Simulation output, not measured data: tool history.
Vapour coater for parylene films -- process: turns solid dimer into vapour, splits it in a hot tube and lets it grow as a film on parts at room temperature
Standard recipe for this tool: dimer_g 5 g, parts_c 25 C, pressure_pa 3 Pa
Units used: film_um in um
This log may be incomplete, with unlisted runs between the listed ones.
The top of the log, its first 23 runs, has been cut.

| run | day | dimer_g | parts_c | pressure_pa | hours of work since the trap's valve was overhauled | hours of work since the table's thermometer was calibrated | film_um |
|---|---|---|---|---|---|---|---|
| 24 | 35.946 | 5 | 25 | 3 | 236 | 147 | 1.33 |
| 25 | 37.296 | 5 | 25 | 3 | 265 | 176 | 1.33 |
| 26 | 38.458 | 2 | 29 | 7.36 | 290 | 201 | 0.44 |
| 27 | 40.25 | 2 | 29 | 7.36 | 329 | 239 | 0.45 |
|  | 41.158 | table's thermometer calibrated, once more |
| 28 | 41.188 | 3 | 31 | 3 | 348 | 1 | 0.72 |
| 29 | 42.929 | 7 | 25 | 3 | 386 | 38 | 1.96 |
| 30 | 44.4 | 4 | 25 | 8.77 | 417 | 70 | 1.01 |
| 31 | 46.429 | 4 | 25 | 8.77 | 461 | 113 | 1.01 |
| 32 | 47.938 | 5 | 18 | 6.27 | 493 | 146 | 1.55 |
|  | 49.908 | trap's valve overhauled |
| 33 | 50.029 | 5 | 19 | 3.54 | 3 | 187 | 1.67 |
| 34 | 50.871 | 5 | 19 | 3.54 | 21 | 205 | 1.66 |
| 35 | 51.858 | 8 | 20 | 2.77 | 42 | 226 | 2.66 |
| 36 | 53.067 | 8 | 20 | 2.77 | 68 | 252 | 2.66 |
| 37 | 54.212 | 5 | 32 | 2.77 | 93 | 277 | 1.2 |
| 38 | 56.125 | 5 | 24 | 4.22 | 134 | 318 | 1.43 |
| 39 | 57.733 | 5 | 24 | 6.54 | 168 | 353 | 1.38 |
| 40 | 58.783 | 5 | 20 | 9.32 | 191 | 375 | 1.47 |
| 41 | 60.467 | 8 | 25 | 3 | 227 | 411 | 2.26 |
| 42 | 62.279 | 8 | 25 | 3 | 266 | 450 | 2.24 |
| 43 | 63.825 | 8 | 19 | 3 | 299 | 483 | 2.63 |
| 44 | 65.75 | 8 | 19 | 3 | 340 | 525 | 2.65 |
| 45 | 66.962 | 3 | 30 | 3.37 | 366 | 551 | 0.71 |
| 46 | 68.158 | 3 | 30 | 3.37 | 392 | 576 | 0.73 |
| 47 | 69.588 | 3 | 30 | 3.37 | 423 | 607 | 0.71 |

Alternative continuations, all from the tool just after run 47; predict every row:
| A | 71.588 | 3 | 37 | 3.37 | 466 | 650 | ? |
| B | 71.588 | 7 | 25 | 3 | 466 | 650 | ? |
| C | 71.588 | 2 | 18 | 7.15 | 466 | 650 | ? |
| D | 71.588 | 5 | 25 | 7.41 | 466 | 650 | ? |

| run | film_um |
|---|---|
| A | 0.56 |
| B | 1.92 |
| C | 0.61 |
| D | 1.27 |
What these runs would have given with no unlogged condition in the tool:
| run | film_um |
|---|---|
| A | 0.59 |
| B | 2.03 |
| C | 0.64 |
| D | 1.35 |
